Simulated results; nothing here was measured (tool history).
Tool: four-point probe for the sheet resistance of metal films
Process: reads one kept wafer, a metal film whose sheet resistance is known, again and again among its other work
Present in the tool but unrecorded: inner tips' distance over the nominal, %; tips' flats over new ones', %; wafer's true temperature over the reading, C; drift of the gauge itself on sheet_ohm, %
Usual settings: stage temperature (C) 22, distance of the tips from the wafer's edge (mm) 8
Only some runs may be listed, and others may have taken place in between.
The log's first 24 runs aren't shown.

run	hour	stage temperature (C)	distance of the tips from the wafer's edge (mm)	touches since the probe head was changed	hours of work since the stage's thermometer was calibrated	sheet resistance as the instrument gives it (ohm/square)
25	1010.2	28	15	24411	139	1.921454
26	1045.2	22	19	25227	159	1.931434
27	1092.1	33	37	26318	186	1.912216
28	1120.7	33	37	26984	203	1.912652
29	1149.3	33	37	27650	220	1.913175
30	1200.8	33	37	28849	250	1.912673
31	1229.5	33	37	29517	266	1.912890
32	1259.9	22	12	30224	284	1.932448
33	1304.3	29	8	31258	310	1.923382
34	1334.6	29	8	31963	328	1.923290

Branching from run 34: 4 alternative next runs. What would each branch give?
A	1360.2	22	73	32558	343	?
B	1360.2	21	8	32558	343	?
C	1360.2	22	19	32558	343	?
D	1360.2	21	3	32558	343	?

run	sheet resistance as the instrument gives it (ohm/square)
A	1.930664
B	1.936416
C	1.931938
D	1.961163
With no hidden state in the tool, these same runs would have given:
run	sheet resistance as the instrument gives it (ohm/square)
A	1.930230
B	1.935979
C	1.931504
D	1.960720
